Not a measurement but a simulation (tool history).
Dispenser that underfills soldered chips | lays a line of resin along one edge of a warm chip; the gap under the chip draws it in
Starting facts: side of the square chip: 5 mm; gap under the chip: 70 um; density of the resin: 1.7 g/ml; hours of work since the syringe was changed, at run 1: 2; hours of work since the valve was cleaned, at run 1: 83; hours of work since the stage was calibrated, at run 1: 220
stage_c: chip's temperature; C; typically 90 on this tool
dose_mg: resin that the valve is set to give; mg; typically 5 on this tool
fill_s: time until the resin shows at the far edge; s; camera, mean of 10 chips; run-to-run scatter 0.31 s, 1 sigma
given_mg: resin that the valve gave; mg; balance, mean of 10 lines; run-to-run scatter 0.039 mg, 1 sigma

run	hour	stage_c	dose_mg	hours of work since the syringe was changed	hours of work since the valve was cleaned	hours of work since the stage was calibrated	fill_s	given_mg
1	0	90	5	2	83	220	7.6	4.78
# hour 5.3: new syringe of resin
2	5.8	102	5	0	88	224	3.7	4.77
# hour 12.9: new syringe of resin
3	14.7	90	5	1	94	231	7.4	4.72
# hour 20.2: new syringe of resin
4	23.2	90	5	2	101	237	7.7	4.71
# hour 27.6: new syringe of resin
5	28.5	90	5	1	104	241	6.9	4.7
# hour 31: dispensing valve cleaned and set on the balance
6	34.5	90	5	5	3	245	9.1	4.95
# hour 35.7: new syringe of resin
7	40.4	90	5	4	7	249	8.7	4.94
# hour 42.8: new syringe of resin
# hour 50: new syringe of resin
8	50	90	5	0	14	256	6.1	4.93
# hour 57.5: new syringe of resin
9	59.5	90	5	2	21	263	6.8	4.91
# hour 64.5: new syringe of resin
10	65.1	90	5	0	25	267	7	4.82
11	69.3	90	5.98	4	28	270	8.7	5.87
# hour 71.9: new syringe of resin
12	78.2	90	5.93	5	35	277	8.7	5.84
# hour 79.2: new syringe of resin
13	83.7	93	5.93	3	39	281	6.9	5.75
# hour 86.6: new syringe of resin
14	92.9	90	5.01	5	46	288	9.7	4.81
# hour 93.6: new syringe of resin
# hour 100.6: new syringe of resin
15	102.1	80	5.01	1	52	294	11.4	4.83
16	106.5	80	5.83	5	56	298	14.5	5.58
# hour 108.1: new syringe of resin
17	114.7	90	5	5	62	304	9.7	4.9
# hour 115.9: new syringe of resin
18	119.9	90	5	3	65	307	8	4.8
# hour 122.9: new syringe of resin
19	126.1	90	5	2	70	312	8	4.81
# hour 130.6: new syringe of resin
20	133.3	95	5.64	2	75	317	6	5.43
# hour 137.7: new syringe of resin
21	140.9	94	4.78	2	81	323	6.3	4.57
# hour 144.9: new syringe of resin
22	145.6	103	5.44	0	84	326	4	5.17
23	150.4	103	5.44	4	88	330	5.2	5.11
# hour 151.9: new syringe of resin
24	158.1	92	5.16	5	94	336	8.7	4.9
# hour 159.2: new syringe of resin
25	163.4	92	5.16	3	97	339	7.4	4.79
# hour 166.8: new syringe of resin
26	170.9	80	6.14	3	103	345	12.3	5.74
# hour 173.9: new syringe of resin
# hour 176: dispensing valve cleaned and set on the balance
27	179.8	80	6.14	4	3	351	13.3	6.12
# hour 182: new syringe of resin
28	187.3	96	4.49	4	8	356	6.3	4.45
# hour 189.3: new syringe of resin
29	194.8	92	5	4	14	362	7.7	4.94
# hour 196.7: new syringe of resin
# hour 204.3: new syringe of resin
30	204.7	92	5	0	21	369	6.6	4.96
31	209.5	96	5.87	4	25	373	5.9	5.73
# hour 211.8: new syringe of resin
# hour 218.9: new syringe of resin
32	219.2	99	5	0	32	380	4.8	4.95
# hour 226: new syringe of resin
33	226	76	5.71	0	37	385	11.7	5.6
34	230.3	104	4.21	3	40	388	4.7	4.14

Some steps in fill_s between neighbouring runs. How much of each would the tool show without its hidden state too (settings, what came in, random variation), and how much is left for the hidden state, with any gauge scatter that isn't in both results?
The tool's hidden condition here consists of: resin's viscosity, % of fresh resin's; dose that the valve gives, % of what is set; true chip temperature over the reading, C; drift of the gauge itself on fill_s, %; drift of the gauge itself on given_mg, %.
Run 5 -> 6: dispensing valve cleaned and set on the balance. fill_s +2.2 s: hidden state +2.2, all else +0.
Run 7 -> 8: new syringe of resin, new syringe of resin. fill_s -2.6 s: hidden state -2.1, all else -0.5.
Run 15 -> 16: dose_mg 5.01 -> 5.83. fill_s +3.1 s: hidden state +3, all else +0.1.
Run 27 -> 28: stage_c 80 -> 96, dose_mg 6.14 -> 4.49, new syringe of resin. fill_s -7 s: hidden state -1, all else -6.
Run 32 -> 33: stage_c 99 -> 76, dose_mg 5 -> 5.71, new syringe of resin. fill_s +6.9 s: hidden state -0.9, all else +7.8.
Run 33 -> 34: stage_c 76 -> 104, dose_mg 5.71 -> 4.21. fill_s -7 s: hidden state +1.9, all else -8.9.
